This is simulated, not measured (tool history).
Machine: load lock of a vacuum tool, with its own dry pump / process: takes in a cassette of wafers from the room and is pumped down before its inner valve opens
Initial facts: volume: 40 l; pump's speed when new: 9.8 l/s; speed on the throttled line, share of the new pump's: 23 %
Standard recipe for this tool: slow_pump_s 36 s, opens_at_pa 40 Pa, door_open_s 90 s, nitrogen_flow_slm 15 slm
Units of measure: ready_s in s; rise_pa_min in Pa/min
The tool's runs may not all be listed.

run	hour	slow_pump_s	opens_at_pa	door_open_s	nitrogen_flow_slm	incoming humidity of the room's air, %	ready_s	rise_pa_min
1	0.0	36	40	90	15	43.2	59.9	0.060
2	45.7	36	40	90	8	44.6	59.8	0.077
3	114.9	36	40	90	8	42.7	60.1	0.075
4	211.9	36	38	90	8	43.0	60.3	0.073
5	314.6	32	40	90	15	41.8	57.3	0.070
6	373.9	32	40	90	15	50.0	56.6	0.071
7	429.6	67	40	90	15	44.0	83.9	0.067
8	535.2	67	40	90	15	44.0	83.5	0.070
9	618.1	67	40	90	15	42.5	83.8	0.073
10	663.7	67	40	90	15	45.4	83.8	0.075
11	721.3	36	40	90	15	43.8	60.2	0.079
12	772.3	36	40	90	15	44.1	60.3	0.070
13	844.1	36	40	90	9	45.2	60.1	0.092
14	893.9	36	40	90	9	45.3	60.1	0.086
15	952.8	36	40	90	9	43.4	60.1	0.086
16	1030.8	36	40	126	9	45.6	59.7	0.093
17	1104.8	36	40	126	9	42.8	60.1	0.090
18	1160.6	36	61	126	9	45.4	58.1	0.095
19	1234.4	36	61	126	9	46.4	58.4	0.095
20	1340.8	48	70	39	6	48.4	66.7	0.091
21	1433.7	28	40	210	26	45.5	54.1	0.088
22	1516.5	28	40	210	26	41.0	54.4	0.082
23	1608.8	28	32	221	26	43.6	54.8	0.087
24	1684.1	36	79	90	15	47.8	57.7	0.092
25	1761.7	36	79	90	15	44.4	57.6	0.087
26	1821.4	36	40	90	17	45.8	60.3	0.092
27	1877.9	36	36	90	22	43.7	60.9	0.086
28	1969.9	47	77	106	19	43.4	65.5	0.096
29	2068.9	36	40	38	15	43.7	60.2	0.091
30	2140.7	36	40	38	15	46.9	60.4	0.090
31	2236.1	36	40	38	15	44.2	60.5	0.089
32	2295.2	36	40	211	6	45.8	60.2	0.138
33	2364.1	36	40	211	6	46.6	59.9	0.137
34	2415.5	36	77	33	6	47.4	57.5	0.109
35	2467.2	35	67	90	15	44.8	57.2	0.102
36	2510.3	35	67	90	15	44.0	57.5	0.104
37	2591.9	35	67	90	15	43.2	57.6	0.105
38	2653.6	35	67	90	15	49.0	57.1	0.110

Each row is a separate what-if for the run after 38, all from the same tool condition, not one after another. Results?
A	2730.6	36	48	90	34	43.0	?	?
B	2730.6	54	67	27	25	42.8	?	?
C	2730.6	38	40	90	5	43.9	?	?

run	ready_s	rise_pa_min
A	59.5	0.095
B	71.5	0.089
C	62.2	0.127
The same runs, with their run-to-run variation unchanged, on a tool lacking any hidden condition would have given:
run	ready_s	rise_pa_min
A	59.1	0.022
B	71.2	0.016
C	61.8	0.053
